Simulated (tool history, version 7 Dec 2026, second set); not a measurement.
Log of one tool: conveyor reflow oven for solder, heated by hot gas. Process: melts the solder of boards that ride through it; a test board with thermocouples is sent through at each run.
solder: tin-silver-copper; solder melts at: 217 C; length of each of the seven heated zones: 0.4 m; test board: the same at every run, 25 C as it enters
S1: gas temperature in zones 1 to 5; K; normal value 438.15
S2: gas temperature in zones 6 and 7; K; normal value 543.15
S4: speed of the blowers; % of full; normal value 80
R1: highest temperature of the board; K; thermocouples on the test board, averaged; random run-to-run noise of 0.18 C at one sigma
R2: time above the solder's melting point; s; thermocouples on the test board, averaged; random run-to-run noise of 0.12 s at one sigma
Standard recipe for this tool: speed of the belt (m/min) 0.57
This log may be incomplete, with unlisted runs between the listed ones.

Run 1, day 0: usual settings. Result: R1 530.55 K, R2 65.4 s.
Run 2, day 0.475: usual settings but S4 53 % of full. Result: R1 523.85 K, R2 58 s.
Run 3, day 0.888: usual settings but speed of the belt (m/min) 0.462. Result: R1 535.85 K, R2 86.2 s.
Run 4, day 1.35: usual settings but speed of the belt (m/min) 0.462. Result: R1 535.85 K, R2 86.3 s.
Run 5, day 1.821: usual settings but speed of the belt (m/min) 0.462. Result: R1 535.85 K, R2 86.1 s.
Run 6, day 2.312: usual settings but speed of the belt (m/min) 0.462. Result: R1 535.45 K, R2 86.2 s.
Run 7, day 2.562: usual settings but speed of the belt (m/min) 0.462. Result: R1 535.45 K, R2 86.2 s.
Run 8, day 3.046: usual settings. Result: R1 530.65 K, R2 65 s.
Run 9, day 3.375: usual settings. Result: R1 530.35 K, R2 65.2 s.
Run 10, day 3.625: usual settings. Result: R1 530.35 K, R2 65.2 s.
At day 3.817: belt drive overhauled, speed set with a stopwatch.
Run 11, day 4.229: usual settings. Result: R1 530.65 K, R2 65.1 s.
Run 12, day 4.546: usual settings. Result: R1 530.45 K, R2 65.2 s.
Run 13, day 4.879: usual settings. Result: R1 530.55 K, R2 64.9 s.
Run 14, day 5.296: usual settings. Result: R1 530.45 K, R2 65.5 s.
Run 15, day 5.604: usual settings but S4 55 % of full. Result: R1 524.15 K, R2 58.5 s.
Run 16, day 5.858: usual settings but S4 63 % of full. Result: R1 526.65 K, R2 61.2 s.
Run 17, day 6.146: usual settings but S1 443.15 K, S2 539.15 K. Result: R1 527.25 K, R2 64.7 s.
At day 6.404: belt drive overhauled, speed set with a stopwatch, once more.
Run 18, day 6.8: usual settings but S1 443.15 K, S2 539.15 K, S4 74 % of full. Result: R1 526.15 K, R2 63.3 s.
Run 19, day 7.062: usual settings but S4 56 % of full. Result: R1 524.15 K, R2 58.4 s.
Run 20, day 7.421: usual settings but S2 535.15 K, speed of the belt (m/min) 0.649, S4 56 % of full. Result: R1 512.45 K, R2 39.2 s.
Run 21, day 7.771: usual settings but S2 535.15 K, speed of the belt (m/min) 0.649, S4 56 % of full. Result: R1 512.15 K, R2 39.2 s.
Run 22, day 7.996: usual settings but S1 452.15 K, S2 548.15 K, speed of the belt (m/min) 0.569, S4 53 % of full. Result: R1 530.65 K, R2 68.8 s.
Run 23, day 8.292: usual settings but S1 445.15 K, S2 556.15 K, speed of the belt (m/min) 0.607, S4 56 % of full. Result: R1 534.65 K, R2 64.2 s.
Run 24, day 8.704: usual settings but S1 445.15 K, S2 556.15 K, speed of the belt (m/min) 0.607, S4 56 % of full. Result: R1 534.65 K, R2 64.2 s.
Run 25, day 9.092: usual settings but S1 436.15 K, S2 556.15 K, speed of the belt (m/min) 0.652, S4 51 % of full. Result: R1 527.45 K, R2 51.4 s.
Run 26, day 9.454: usual settings but S1 436.15 K, S2 556.15 K, speed of the belt (m/min) 0.652, S4 78 % of full. Result: R1 536.55 K, R2 58.5 s.
Run 27, day 9.725: usual settings but S1 437.15 K, S2 556.15 K, speed of the belt (m/min) 0.652, S4 72 % of full. Result: R1 535.05 K, R2 57.6 s.
Run 28, day 10.171: usual settings but S1 445.15 K, S2 553.15 K, speed of the belt (m/min) 0.573, S4 69 % of full. Result: R1 537.35 K, R2 70.6 s.
Run 29, day 10.412: usual settings but S1 439.15 K, S2 554.15 K. Result: R1 540.05 K, R2 71.1 s.
Run 30, day 10.633: usual settings. Result: R1 529.65 K, R2 64.6 s.
Run 31, day 10.875: usual settings but S1 452.15 K, S4 55 % of full. Result: R1 526.05 K, R2 65.6 s.

Below, each run's measurement less what the same run would have read without the hidden state. Both values contain the same run-to-run variation, but the gauge's scatter may not be the same in both:
Hidden state at play: heat that the gas passes to the board, % of a clean oven's; belt's true speed, % of the reading; true gas temperature in zones 6 and 7 over the reading, C; drift of the gauge itself on peak_c, C; drift of the gauge itself on liquid_s, %.
run    R1    R2
  1  -1.2    -1
  2  -1.1    -1
  3  -0.9  -0.8
  4    -1  -0.9
  5    -1  -0.8
  6    -1  -0.9
  7  -1.1  -0.9
  8  -1.5  -1.2
  9  -1.5  -1.2
 10  -1.5  -1.2
 11  -1.5  -1.1
 12  -1.6  -1.1
 13  -1.6  -1.1
 14  -1.6  -1.2
 15  -1.3  -1.2
 16  -1.5  -1.2
 17  -1.6  -1.2
 18  -1.7  -1.6
 19  -1.7  -1.7
 20  -1.8  -2.3
 21  -1.8  -2.4
 22  -1.5  -1.2
 23  -1.9  -1.3
 24  -1.9  -1.3
 25  -2.1  -1.7
 26  -2.5  -1.5
 27  -2.5  -1.6
 28    -2  -1.2
 29  -2.2  -1.3
 30  -2.1  -1.8
 31  -1.6  -1.5
